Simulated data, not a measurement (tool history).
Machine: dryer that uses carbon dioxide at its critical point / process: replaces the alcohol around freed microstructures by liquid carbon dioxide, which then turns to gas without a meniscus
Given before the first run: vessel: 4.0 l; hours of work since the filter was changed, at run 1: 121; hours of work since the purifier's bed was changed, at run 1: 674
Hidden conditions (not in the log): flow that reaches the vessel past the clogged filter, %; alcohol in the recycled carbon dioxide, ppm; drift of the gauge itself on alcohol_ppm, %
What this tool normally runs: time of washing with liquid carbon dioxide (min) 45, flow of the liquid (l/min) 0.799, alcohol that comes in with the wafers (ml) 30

run,day,time of washing with liquid carbon dioxide (min),flow of the liquid (l/min),alcohol that comes in with the wafers (ml),hours of work since the filter was changed,hours of work since the purifier's bed was changed,alcohol left in the vessel before it's heated (ppm by volume)
1,0,45,0.799,30,121,674,108
2,1.158,45,0.799,30,129,683,106
3,2.508,45,0.799,30,139,693,95
4,3.85,45,0.799,30,150,703,96
5,5.417,45,0.799,30,161,715,108
6,7.492,45,0.799,30,177,730,111
7,9.896,45,0.799,30,195,749,97
8,12.021,45,0.799,30,211,765,107
9,13.392,68,1.027,73,222,775,104
10,14.946,27,1.012,30,233,787,158
11,16.779,27,1.012,30,247,800,159
12,18.762,61,0.795,30,262,815,110
13,20.788,27,0.558,114,277,831,2046
14,22.542,58,0.518,30,291,844,155
15,24.667,45,1.35,30,307,860,111

Results for each run, recomputed without the tool's hidden state and with each run's random variation untouched:
run,alcohol left in the vessel before it's heated (ppm by volume)
1,17
2,12
3,1
4,0
5,12
6,11
7,0
8,0
9,4
10,28
11,26
12,1
13,1176
14,20
15,0
